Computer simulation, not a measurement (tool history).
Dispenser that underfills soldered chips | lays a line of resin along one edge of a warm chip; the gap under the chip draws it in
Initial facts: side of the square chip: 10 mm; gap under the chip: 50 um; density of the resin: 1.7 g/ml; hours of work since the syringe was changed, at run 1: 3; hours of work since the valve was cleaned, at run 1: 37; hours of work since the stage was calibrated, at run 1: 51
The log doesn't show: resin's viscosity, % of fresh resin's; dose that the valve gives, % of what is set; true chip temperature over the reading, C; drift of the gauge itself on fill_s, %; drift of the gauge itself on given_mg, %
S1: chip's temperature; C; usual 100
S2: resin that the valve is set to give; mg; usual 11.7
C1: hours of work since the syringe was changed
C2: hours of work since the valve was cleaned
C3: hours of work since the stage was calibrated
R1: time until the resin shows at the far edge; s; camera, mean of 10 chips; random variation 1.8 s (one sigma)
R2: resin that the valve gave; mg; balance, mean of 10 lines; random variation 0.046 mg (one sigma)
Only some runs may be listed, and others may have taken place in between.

Run 1, hour 0: usual settings; C1 3; C2 37; C3 51. Result: R1 206 s, R2 11.26 mg.
Run 2, hour 3.2: usual settings but S2 12.4 mg; C1 5; C2 39; C3 53. Result: R1 218.7 s, R2 11.97 mg.
At hour 4.5: new syringe of resin.
Run 3, hour 8.6: usual settings; C1 3; C2 43; C3 56. Result: R1 202.9 s, R2 11.37 mg.
Run 4, hour 12.1: usual settings but S1 102 C; C1 5; C2 45; C3 58. Result: R1 208.6 s, R2 11.21 mg.
At hour 14: new syringe of resin.
Run 5, hour 14.8: usual settings but S1 105 C; C1 1; C2 46; C3 60. Result: R1 164.2 s, R2 11.21 mg.
Run 6, hour 18.2: usual settings but S1 105 C; C1 3; C2 49; C3 62. Result: R1 178.3 s, R2 11.14 mg.
Run 7, hour 22.2: usual settings but S1 105 C; C1 5; C2 51; C3 65. Result: R1 195.1 s, R2 11.13 mg.
At hour 23.4: new syringe of resin.
Run 8, hour 26.5: usual settings but S1 105 C; C1 2; C2 54; C3 67. Result: R1 171.5 s, R2 11.14 mg.
Run 9, hour 29.8: usual settings; C1 4; C2 56; C3 69. Result: R1 210.8 s, R2 11.21 mg.
Run 10, hour 32.2: usual settings; C1 6; C2 57; C3 71. Result: R1 223.7 s, R2 11.11 mg.
At hour 32.9: new syringe of resin.
Run 11, hour 37.8: usual settings; C1 3; C2 61; C3 74. Result: R1 198.7 s, R2 11.08 mg.
At hour 42.4: new syringe of resin.
Run 12, hour 42.9: usual settings; C1 0; C2 64; C3 77. Result: R1 187.7 s, R2 11.04 mg.
Run 13, hour 47.4: usual settings; C1 3; C2 67; C3 80. Result: R1 201.8 s, R2 11.01 mg.
Run 14, hour 49.8: usual settings but S1 89 C; C1 5; C2 68; C3 81. Result: R1 293.4 s, R2 10.98 mg.
At hour 51.8: new syringe of resin.
Run 15, hour 53.4: usual settings but S1 89 C; C1 1; C2 70; C3 84. Result: R1 263.6 s, R2 10.87 mg.
At hour 58.2: dispensing valve cleaned and set on the balance.
Run 16, hour 59.9: usual settings; C1 5; C2 1; C3 87. Result: R1 210.4 s, R2 11.69 mg.
At hour 62.4: new syringe of resin.
Run 17, hour 63.5: usual settings; C1 1; C2 3; C3 89. Result: R1 187.5 s, R2 11.67 mg.
Run 18, hour 66.4: usual settings; C1 3; C2 5; C3 91. Result: R1 200 s, R2 11.71 mg.
At hour 71.7: new syringe of resin.
Run 19, hour 71.8: usual settings; C1 0; C2 8; C3 94. Result: R1 177.5 s, R2 11.7 mg.
Run 20, hour 77.2: usual settings; C1 3; C2 12; C3 98. Result: R1 203.3 s, R2 11.67 mg.
At hour 81.1: new syringe of resin.
Run 21, hour 81.4: usual settings but S1 107 C, S2 11.5 mg; C1 0; C2 14; C3 100. Result: R1 155.7 s, R2 11.39 mg.
Run 22, hour 84: usual settings but S1 114 C, S2 10.5 mg; C1 2; C2 16; C3 102. Result: R1 137.4 s, R2 10.36 mg.
Run 23, hour 88.3: usual settings but S1 97 C, S2 11 mg; C1 5; C2 19; C3 105. Result: R1 242.3 s, R2 10.75 mg.
At hour 90.6: new syringe of resin.
Run 24, hour 94.1: usual settings but S1 95 C, S2 11.4 mg; C1 2; C2 22; C3 108. Result: R1 230.5 s, R2 11.18 mg.
Run 25, hour 99.2: usual settings but S1 90 C, S2 11.9 mg; C1 5; C2 25; C3 111. Result: R1 293.9 s, R2 11.6 mg.
At hour 100: new syringe of resin.
Run 26, hour 104: usual settings but S1 90 C, S2 11.5 mg; C1 3; C2 28; C3 114. Result: R1 273.7 s, R2 11.22 mg.
Run 27, hour 107.7: usual settings but S1 114 C, S2 12.9 mg; C1 5; C2 31; C3 117. Result: R1 149.4 s, R2 12.53 mg.
At hour 109.4: new syringe of resin.
Run 28, hour 112.9: usual settings but S1 97 C, S2 11 mg; C1 2; C2 34; C3 120. Result: R1 215.8 s, R2 10.61 mg.
Run 29, hour 117.2: usual settings but S1 102 C, S2 10.7 mg; C1 5; C2 36; C3 122. Result: R1 216.9 s, R2 10.24 mg.
At hour 118.9: new syringe of resin.
Run 30, hour 121: usual settings but S1 105 C, S2 14.4 mg; C1 1; C2 39; C3 125. Result: R1 161.7 s, R2 13.83 mg.
Run 31, hour 123.9: usual settings but S1 88 C, S2 14.9 mg; C1 3; C2 40; C3 126. Result: R1 284.9 s, R2 14.35 mg.
At hour 128.3: new syringe of resin.
Run 32, hour 129.6: usual settings but S1 88 C, S2 14.9 mg; C1 1; C2 44; C3 130. Result: R1 261.1 s, R2 14.31 mg.
Run 33, hour 134.5: usual settings but S1 98 C, S2 12.9 mg; C1 4; C2 47; C3 133. Result: R1 224.6 s, R2 12.35 mg.
Run 34, hour 136.9: usual settings but S1 105 C, S2 14.1 mg; C1 5; C2 49; C3 135. Result: R1 190.9 s, R2 13.5 mg.
At hour 137.6: new syringe of resin.
Run 35, hour 142: usual settings but S1 97 C, S2 12.7 mg; C1 3; C2 52; C3 138. Result: R1 217.2 s, R2 12.06 mg.
Run 36, hour 146.1: usual settings but S1 97 C, S2 10.1 mg; C1 5; C2 54; C3 140. Result: R1 264.5 s, R2 9.59 mg.
At hour 147.1: new syringe of resin.
Run 37, hour 150.3: usual settings but S1 97 C, S2 10.1 mg; C1 2; C2 57; C3 143. Result: R1 230 s, R2 9.52 mg.

Each row is a separate what-if for the run after 37, all from the same tool condition, not one after another. Results?
Run A, hour 155: usual settings but S1 111 C, S2 10.7 mg; C1 5; C2 60; C3 146. Result: R1 ?, R2 ?.
Run B, hour 155: usual settings but S1 96 C, S2 11.9 mg; C1 5; C2 60; C3 146. Result: R1 ?, R2 ?.
Run C, hour 155: usual settings but S1 111 C, S2 12 mg; C1 5; C2 60; C3 146. Result: R1 ?, R2 ?.

run     R1     R2
  A    172  10.12
  B  250.6   11.3
  C  165.5  11.48
Take away the tool's hidden state, keep each run's random variation, and the runs would have read:
run     R1     R2
  A  138.7  10.72
  B  203.3  11.97
  C  134.5  12.16
